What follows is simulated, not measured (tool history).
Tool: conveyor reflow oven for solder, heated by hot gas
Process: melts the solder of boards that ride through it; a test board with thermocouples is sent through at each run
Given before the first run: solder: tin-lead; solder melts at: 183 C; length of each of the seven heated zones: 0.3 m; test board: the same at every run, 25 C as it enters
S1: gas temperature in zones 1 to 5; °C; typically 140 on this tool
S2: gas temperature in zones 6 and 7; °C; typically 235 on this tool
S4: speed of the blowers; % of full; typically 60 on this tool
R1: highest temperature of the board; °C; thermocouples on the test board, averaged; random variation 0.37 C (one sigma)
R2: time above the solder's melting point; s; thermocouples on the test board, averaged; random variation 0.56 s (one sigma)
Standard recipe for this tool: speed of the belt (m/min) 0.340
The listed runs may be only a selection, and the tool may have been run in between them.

run 1 hour=0.0 | S1=140 S2=235 speed_of_the_belt_(m/min)=0.340 S4=60 | R1=213.4 R2=74.6
run 2 hour=41.5 | S1=150 S2=235 speed_of_the_belt_(m/min)=0.340 S4=60 | R1=215.5 R2=83.4
run 3 hour=108.5 | S1=150 S2=235 speed_of_the_belt_(m/min)=0.340 S4=60 | R1=215.6 R2=82.5
run 4 hour=160.3 | S1=140 S2=235 speed_of_the_belt_(m/min)=0.340 S4=61 | R1=213.5 R2=74.8
run 5 hour=199.0 | S1=140 S2=235 speed_of_the_belt_(m/min)=0.340 S4=60 | R1=212.4 R2=73.3
run 6 hour=247.2 | S1=140 S2=235 speed_of_the_belt_(m/min)=0.340 S4=60 | R1=212.8 R2=72.8
-- hour=270.4 thermocouples of zones 6 and 7 changed
run 7 hour=310.2 | S1=153 S2=249 speed_of_the_belt_(m/min)=0.299 S4=79 | R1=236.9 R2=116.9
-- hour=353.0 flux residue cleaned out of gas plates and filters
run 8 hour=380.7 | S1=153 S2=249 speed_of_the_belt_(m/min)=0.299 S4=79 | R1=237.2 R2=117.0
run 9 hour=416.8 | S1=152 S2=246 speed_of_the_belt_(m/min)=0.392 S4=65 | R1=221.1 R2=77.9
run 10 hour=479.7 | S1=144 S2=235 speed_of_the_belt_(m/min)=0.340 S4=71 | R1=218.5 R2=83.0

Each row is a separate what-if for the run after 10, all from the same tool condition, not one after another. Results?
run A hour=544.4 | S1=130 S2=235 speed_of_the_belt_(m/min)=0.344 S4=86 | R1=? R2=?
run B hour=544.4 | S1=150 S2=235 speed_of_the_belt_(m/min)=0.270 S4=51 | R1=? R2=?
run C hour=544.4 | S1=144 S2=235 speed_of_the_belt_(m/min)=0.283 S4=68 | R1=? R2=?
run D hour=544.4 | S1=144 S2=235 speed_of_the_belt_(m/min)=0.340 S4=54 | R1=? R2=?

run=A R1=218.7 R2=75.8
run=B R1=219.9 R2=112.0
run=C R1=222.1 R2=105.8
run=D R1=211.5 R2=73.5
Without the tool's hidden state the same runs would have given:
run=A R1=218.8 R2=75.9
run=B R1=219.9 R2=112.0
run=C R1=222.1 R2=105.8
run=D R1=211.5 R2=73.5

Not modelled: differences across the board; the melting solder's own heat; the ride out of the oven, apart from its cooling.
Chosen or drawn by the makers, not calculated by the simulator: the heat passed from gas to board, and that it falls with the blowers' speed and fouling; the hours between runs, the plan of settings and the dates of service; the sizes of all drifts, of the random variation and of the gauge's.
